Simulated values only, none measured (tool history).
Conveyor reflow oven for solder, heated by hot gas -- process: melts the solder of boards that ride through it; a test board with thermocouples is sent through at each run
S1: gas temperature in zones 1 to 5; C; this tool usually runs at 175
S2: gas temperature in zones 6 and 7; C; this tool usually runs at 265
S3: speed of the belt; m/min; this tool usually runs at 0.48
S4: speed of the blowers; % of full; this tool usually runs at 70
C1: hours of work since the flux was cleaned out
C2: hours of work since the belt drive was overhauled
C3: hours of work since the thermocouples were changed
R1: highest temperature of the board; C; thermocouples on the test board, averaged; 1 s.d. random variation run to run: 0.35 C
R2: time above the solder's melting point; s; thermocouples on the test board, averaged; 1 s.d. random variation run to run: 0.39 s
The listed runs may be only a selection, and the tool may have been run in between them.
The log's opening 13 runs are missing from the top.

| run | hour | S1 | S2 | S3 | S4 | C1 | C2 | C3 | R1 | R2 |
|---|---|---|---|---|---|---|---|---|---|---|
| 14 | 896 | 175 | 265 | 0.48 | 70 | 270 | 969 | 1055 | 251.3 | 76.1 |
| 15 | 935.3 | 175 | 265 | 0.48 | 70 | 286 | 985 | 1071 | 251 | 76.7 |
| 16 | 993.2 | 164 | 265 | 0.474 | 70 | 309 | 1009 | 1094 | 249.4 | 70.2 |
| 17 | 1036.7 | 175 | 265 | 0.48 | 65 | 326 | 1026 | 1112 | 249.7 | 73.7 |
| 18 | 1080.7 | 175 | 265 | 0.48 | 65 | 344 | 1044 | 1129 | 249.7 | 73.8 |
| 19 | 1131 | 165 | 269 | 0.48 | 66 | 364 | 1064 | 1149 | 251.4 | 71.8 |
| 20 | 1189.2 | 175 | 265 | 0.457 | 68 | 388 | 1087 | 1173 | 250.8 | 80.9 |
| 21 | 1250.5 | 175 | 265 | 0.457 | 68 | 412 | 1112 | 1198 | 250.1 | 80.2 |
|  | 1274.5 | flux residue cleaned out of gas plates and filters |
| 22 | 1326.3 | 175 | 265 | 0.457 | 68 | 21 | 1141 | 1226 | 253.1 | 83.4 |
| 23 | 1394.6 | 175 | 265 | 0.457 | 68 | 48 | 1168 | 1253 | 253.4 | 84.2 |
| 24 | 1444.4 | 175 | 265 | 0.457 | 68 | 68 | 1188 | 1273 | 252.5 | 83.7 |
| 25 | 1513.2 | 171 | 265 | 0.457 | 68 | 96 | 1216 | 1301 | 252.6 | 80.7 |
|  | 1522.4 | thermocouples of zones 6 and 7 changed |
| 26 | 1593.4 | 171 | 265 | 0.457 | 68 | 127 | 1247 | 29 | 254.6 | 82.9 |
| 27 | 1631.9 | 162 | 268 | 0.526 | 53 | 143 | 1263 | 44 | 247 | 58.3 |
| 28 | 1719.3 | 162 | 268 | 0.526 | 53 | 178 | 1298 | 79 | 246.7 | 58 |
| 29 | 1783.4 | 175 | 263 | 0.401 | 82 | 204 | 1323 | 105 | 257.3 | 101.4 |
| 30 | 1843.7 | 175 | 263 | 0.401 | 82 | 228 | 1348 | 129 | 257.4 | 101.6 |

3 ways to go on from here, each from the tool as it stands after run 30. What would each give?
| A | 1897.3 | 183 | 258 | 0.572 | 82 | 250 | 1369 | 151 | ? | ? |
| B | 1897.3 | 174 | 263 | 0.401 | 82 | 250 | 1369 | 151 | ? | ? |
| C | 1897.3 | 175 | 272 | 0.497 | 54 | 250 | 1369 | 151 | ? | ? |

| run | R1 | R2 |
|---|---|---|
| A | 246.5 | 62.8 |
| B | 257.4 | 101 |
| C | 254.6 | 75.3 |
Stripped of hidden state, with their random variation kept, the same runs would have yielded:
| run | R1 | R2 |
|---|---|---|
| A | 248.1 | 64.1 |
| B | 258.5 | 101 |
| C | 255.8 | 75.5 |
